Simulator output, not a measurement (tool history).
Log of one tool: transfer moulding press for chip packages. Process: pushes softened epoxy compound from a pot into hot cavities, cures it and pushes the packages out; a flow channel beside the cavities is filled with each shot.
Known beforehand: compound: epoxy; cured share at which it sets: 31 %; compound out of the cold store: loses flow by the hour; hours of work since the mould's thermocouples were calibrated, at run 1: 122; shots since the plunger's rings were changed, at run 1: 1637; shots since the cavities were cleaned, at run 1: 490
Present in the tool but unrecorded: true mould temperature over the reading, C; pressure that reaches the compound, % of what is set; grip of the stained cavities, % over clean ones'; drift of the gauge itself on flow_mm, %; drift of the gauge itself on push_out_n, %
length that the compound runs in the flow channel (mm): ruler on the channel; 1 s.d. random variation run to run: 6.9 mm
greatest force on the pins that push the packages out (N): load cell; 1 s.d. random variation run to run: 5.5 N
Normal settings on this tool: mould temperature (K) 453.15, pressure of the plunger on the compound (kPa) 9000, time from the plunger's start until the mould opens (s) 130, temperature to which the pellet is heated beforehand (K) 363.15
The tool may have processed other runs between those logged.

run	hour	mould temperature (K)	pressure of the plunger on the compound (kPa)	time from the plunger's start until the mould opens (s)	temperature to which the pellet is heated beforehand (K)	hours of work since the mould's thermocouples were calibrated	shots since the plunger's rings were changed	shots since the cavities were cleaned	incoming compound's hours out of the cold store	length that the compound runs in the flow channel (mm)	greatest force on the pins that push the packages out (N)
1	0	453.15	9000	130	363.15	122	1637	490	14.5	868	295
2	9.3	453.15	7760	130	363.15	126	1690	543	10	846	306
3	14.1	453.15	7760	130	363.15	128	1717	570	17.7	782	299
4	20.8	453.15	9000	138	363.15	131	1755	608	32.3	776	291
# hour 24.6: cavities cleaned with cleaning compound and waxed
5	30.7	453.15	9000	138	363.15	134	1802	34	24.3	812	186
6	41.5	453.15	9000	138	363.15	138	1863	95	20.4	849	214
7	47.7	453.15	9000	138	363.15	141	1898	130	46.1	718	206
8	53	453.15	9000	138	363.15	143	1928	160	19.5	838	219
9	61.6	453.15	9000	130	363.15	146	1977	209	27	799	240
10	72.4	453.15	9000	130	363.15	151	2038	270	24	822	254
11	83.3	453.15	9000	130	363.15	155	2099	331	10.3	878	266
12	92	453.15	9000	130	363.15	159	2148	380	11.4	887	280
13	100.7	453.15	9000	130	363.15	162	2197	429	8.9	879	284
14	107.2	453.15	9000	130	359.15	165	2234	466	46.6	709	275
15	112.9	453.15	9000	130	359.15	167	2266	498	43.1	722	280
16	121.9	450.15	7110	155	363.15	171	2317	549	30.5	699	286
17	133.1	450.15	7110	155	363.15	175	2380	612	25	724	286
# hour 136: cavities cleaned with cleaning compound and waxed
18	139.9	453.15	9690	130	363.15	177	2410	22	9.9	911	202
19	150.2	453.15	8840	120	362.15	181	2468	80	36.6	745	230
20	159.9	453.15	8840	120	362.15	185	2523	135	25.6	798	241
21	167.7	453.15	8390	143	359.15	188	2567	179	15.4	821	224
22	174.2	446.15	10660	163	371.15	191	2604	216	8.3	1000	267
23	181.7	456.15	9000	130	359.15	194	2646	258	12.7	848	243
24	186.9	448.15	9000	130	365.15	196	2676	288	13.8	872	353
25	191.5	448.15	8700	130	364.15	198	2701	313	43.8	722	308
26	199	448.15	8700	130	364.15	201	2744	356	37.1	762	337
27	206.9	448.15	8800	139	356.15	204	2788	400	46	701	310
28	212.4	450.15	9000	168	363.15	206	2819	431	47.5	707	253
29	218.5	456.15	9000	168	363.15	209	2854	466	43.8	702	248

What if the next run were any one of these 3? Each begins from the tool's condition after run 29:
A	226	445.15	8100	130	364.15	212	2896	508	35.8	?	?
B	226	456.15	8810	138	363.15	212	2896	508	45.4	?	?
C	226	458.15	7620	147	363.15	212	2896	508	24.1	?	?

run	length that the compound runs in the flow channel (mm)	greatest force on the pins that push the packages out (N)
A	742	454
B	680	251
C	724	250
With no hidden state in the tool, these same runs would have given:
run	length that the compound runs in the flow channel (mm)	greatest force on the pins that push the packages out (N)
A	781	296
B	717	161
C	763	163
